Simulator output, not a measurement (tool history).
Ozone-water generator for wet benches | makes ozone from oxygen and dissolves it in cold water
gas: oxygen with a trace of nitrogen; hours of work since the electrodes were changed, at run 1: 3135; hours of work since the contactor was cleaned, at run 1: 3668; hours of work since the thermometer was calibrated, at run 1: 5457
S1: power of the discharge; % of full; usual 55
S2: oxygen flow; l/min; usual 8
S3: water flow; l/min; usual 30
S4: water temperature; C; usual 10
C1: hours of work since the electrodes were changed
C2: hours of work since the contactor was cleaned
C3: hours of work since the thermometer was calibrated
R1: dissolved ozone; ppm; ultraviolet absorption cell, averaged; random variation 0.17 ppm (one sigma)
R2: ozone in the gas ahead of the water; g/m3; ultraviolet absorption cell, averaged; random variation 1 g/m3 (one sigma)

run	hour	S1	S2	S3	S4	C1	C2	C3	R1	R2
1	0	55	8	30	10	3135	3668	5457	21.9	177
2	74.6	55	8	30	10	3207	3740	5529	21.7	175.9
3	122	55	8	30	10	3252	3785	5575	21.5	176.2
# hour 150.5: contactor cleaned
4	227.2	55	8	30	10	3350	74	5672	22.6	174.7
5	278.1	55	8	30	10	3399	123	5722	22.5	174.9
6	322.7	55	8	30	10	3443	166	5765	22.6	175
7	408.5	55	8	30	10	3525	249	5848	22.3	174.5
# hour 452.5: water thermometer calibrated
8	510.4	55	8	30	10	3623	347	56	22.7	175.3
9	610.8	55	8	30	10	3720	444	153	22.4	173
# hour 641.2: water thermometer calibrated, once more
10	695.4	55	8	30	14	3802	526	52	21.3	172.4
11	785.8	55	8	30	14	3889	613	140	21.3	173.6
12	870.6	55	8	41	10	3971	695	222	16.9	172.1
13	967.3	55	8	41	10	4064	788	315	16.9	172.3
14	1017.1	55	8	30	10	4113	836	363	22.2	172.9
15	1078	55	8	30	10	4171	895	422	22.1	175.2
16	1181.2	55	8	30	10	4271	995	522	22.1	174.8
17	1242.7	84	8	30	10	4330	1054	581	31	238.6
18	1339.4	52	8	30	10	4424	1148	675	21.1	164.7
19	1430.3	52	8	30	10	4512	1236	762	21.1	163
20	1537.7	52	8	30	10	4616	1339	866	21.1	162.9

Forecast run 21:
21	1625.1	55	13.69	27	6	4700	1424	951	?	?

{"run 21": {"R1": 28.2, "R2": 143.3}}
Without the tool's hidden state the same run would have given R1 30.3 ppm, R2 151.1 g/m3.

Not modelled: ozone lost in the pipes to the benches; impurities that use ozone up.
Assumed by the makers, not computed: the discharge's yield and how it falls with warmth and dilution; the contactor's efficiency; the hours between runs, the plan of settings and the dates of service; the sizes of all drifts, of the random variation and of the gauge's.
